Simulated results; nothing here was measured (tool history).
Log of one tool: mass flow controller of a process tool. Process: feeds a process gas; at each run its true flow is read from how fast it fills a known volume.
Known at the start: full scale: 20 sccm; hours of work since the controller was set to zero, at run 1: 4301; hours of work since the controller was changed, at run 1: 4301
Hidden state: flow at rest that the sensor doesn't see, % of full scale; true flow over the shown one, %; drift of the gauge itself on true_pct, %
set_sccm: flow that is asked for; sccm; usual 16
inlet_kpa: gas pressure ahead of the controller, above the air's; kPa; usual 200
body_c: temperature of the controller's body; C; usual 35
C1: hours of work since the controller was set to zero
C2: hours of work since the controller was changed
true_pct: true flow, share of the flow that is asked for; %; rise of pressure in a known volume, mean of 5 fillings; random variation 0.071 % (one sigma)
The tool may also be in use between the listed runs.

{"run": 1, "hour": 0.0, "set_sccm": 16, "inlet_kpa": 200, "body_c": 35, "C1": 4301, "C2": 4301, "true_pct": 101.46}
{"run": 2, "hour": 156.7, "set_sccm": 16, "inlet_kpa": 200, "body_c": 35, "C1": 4383, "C2": 4383, "true_pct": 101.58}
{"run": 3, "hour": 347.9, "set_sccm": 7, "inlet_kpa": 200, "body_c": 35, "C1": 4482, "C2": 4482, "true_pct": 100.01}
{"run": 4, "hour": 568.6, "set_sccm": 7, "inlet_kpa": 200, "body_c": 35, "C1": 4598, "C2": 4598, "true_pct": 100.17}
{"run": 5, "hour": 743.2, "set_sccm": 7, "inlet_kpa": 200, "body_c": 35, "C1": 4689, "C2": 4689, "true_pct": 100.18}
{"run": 6, "hour": 892.2, "set_sccm": 7, "inlet_kpa": 200, "body_c": 35, "C1": 4766, "C2": 4766, "true_pct": 100.05}
{"run": 7, "hour": 1131.1, "set_sccm": 7, "inlet_kpa": 200, "body_c": 35, "C1": 4891, "C2": 4891, "true_pct": 100.03}
{"run": 8, "hour": 1329.0, "set_sccm": 7, "inlet_kpa": 200, "body_c": 35, "C1": 4994, "C2": 4994, "true_pct": 100.09}
{"run": 9, "hour": 1566.8, "set_sccm": 16, "inlet_kpa": 200, "body_c": 36, "C1": 5119, "C2": 5119, "true_pct": 101.77}
{"run": 10, "hour": 1735.3, "set_sccm": 16, "inlet_kpa": 157, "body_c": 36, "C1": 5206, "C2": 5206, "true_pct": 101.86}
{"run": 11, "hour": 1888.1, "set_sccm": 16, "inlet_kpa": 200, "body_c": 24, "C1": 5286, "C2": 5286, "true_pct": 100.73}
{"run": 12, "hour": 1997.2, "set_sccm": 16, "inlet_kpa": 200, "body_c": 24, "C1": 5343, "C2": 5343, "true_pct": 100.63}
{"run": 13, "hour": 2192.5, "set_sccm": 16, "inlet_kpa": 200, "body_c": 29, "C1": 5445, "C2": 5445, "true_pct": 101.14}
{"run": 14, "hour": 2347.6, "set_sccm": 16, "inlet_kpa": 200, "body_c": 35, "C1": 5526, "C2": 5526, "true_pct": 101.81}
{"run": 15, "hour": 2571.9, "set_sccm": 16, "inlet_kpa": 200, "body_c": 35, "C1": 5643, "C2": 5643, "true_pct": 101.85}
{"hour": 2708.5, "done": "controller's zero set anew"}
{"run": 16, "hour": 2708.5, "set_sccm": 16, "inlet_kpa": 268, "body_c": 35, "C1": 0, "C2": 5714, "true_pct": 102.44}
{"run": 17, "hour": 2863.7, "set_sccm": 16, "inlet_kpa": 268, "body_c": 35, "C1": 81, "C2": 5795, "true_pct": 102.42}
{"run": 18, "hour": 3009.7, "set_sccm": 16, "inlet_kpa": 249, "body_c": 40, "C1": 157, "C2": 5871, "true_pct": 103.03}
{"run": 19, "hour": 3147.0, "set_sccm": 16, "inlet_kpa": 249, "body_c": 40, "C1": 229, "C2": 5943, "true_pct": 103.12}
{"run": 20, "hour": 3389.1, "set_sccm": 13, "inlet_kpa": 180, "body_c": 20, "C1": 355, "C2": 6069, "true_pct": 101.38}
{"run": 21, "hour": 3566.1, "set_sccm": 13, "inlet_kpa": 180, "body_c": 20, "C1": 448, "C2": 6162, "true_pct": 101.47}
{"run": 22, "hour": 3812.1, "set_sccm": 19, "inlet_kpa": 240, "body_c": 22, "C1": 576, "C2": 6290, "true_pct": 101.52}
{"run": 23, "hour": 3937.7, "set_sccm": 19, "inlet_kpa": 240, "body_c": 22, "C1": 642, "C2": 6356, "true_pct": 101.56}
{"run": 24, "hour": 4066.8, "set_sccm": 11, "inlet_kpa": 220, "body_c": 31, "C1": 709, "C2": 6423, "true_pct": 102.15}
{"run": 25, "hour": 4300.0, "set_sccm": 11, "inlet_kpa": 220, "body_c": 31, "C1": 831, "C2": 6545, "true_pct": 102.11}
{"run": 26, "hour": 4421.7, "set_sccm": 11, "inlet_kpa": 220, "body_c": 31, "C1": 894, "C2": 6608, "true_pct": 102.09}
{"run": 27, "hour": 4635.2, "set_sccm": 11, "inlet_kpa": 208, "body_c": 31, "C1": 1006, "C2": 6720, "true_pct": 102.25}
{"run": 28, "hour": 4747.3, "set_sccm": 9, "inlet_kpa": 151, "body_c": 24, "C1": 1064, "C2": 6778, "true_pct": 101.83}
{"run": 29, "hour": 4911.9, "set_sccm": 9, "inlet_kpa": 151, "body_c": 24, "C1": 1150, "C2": 6864, "true_pct": 101.74}
{"run": 30, "hour": 5093.2, "set_sccm": 9, "inlet_kpa": 151, "body_c": 24, "C1": 1245, "C2": 6959, "true_pct": 101.81}
{"run": 31, "hour": 5271.2, "set_sccm": 2, "inlet_kpa": 253, "body_c": 33, "C1": 1338, "C2": 7052, "true_pct": 100.05}
{"run": 32, "hour": 5412.9, "set_sccm": 2, "inlet_kpa": 253, "body_c": 33, "C1": 1412, "C2": 7126, "true_pct": 99.93}

Forecast each of these 4 alternatives for the next run:
{"run": "A", "hour": 5637.8, "set_sccm": 5, "inlet_kpa": 253, "body_c": 33, "C1": 1529, "C2": 7243, "true_pct": "?"}
{"run": "B", "hour": 5637.8, "set_sccm": 4, "inlet_kpa": 253, "body_c": 33, "C1": 1529, "C2": 7243, "true_pct": "?"}
{"run": "C", "hour": 5637.8, "set_sccm": 2, "inlet_kpa": 253, "body_c": 30, "C1": 1529, "C2": 7243, "true_pct": "?"}
{"run": "D", "hour": 5637.8, "set_sccm": 13, "inlet_kpa": 157, "body_c": 27, "C1": 1529, "C2": 7243, "true_pct": "?"}

run=A true_pct=101.54
run=B true_pct=101.09
run=C true_pct=99.51
run=D true_pct=102.43
Without the tool's hidden state the same runs would have given:
run=A true_pct=99.86
run=B true_pct=99.65
run=C true_pct=99.24
run=D true_pct=100.18
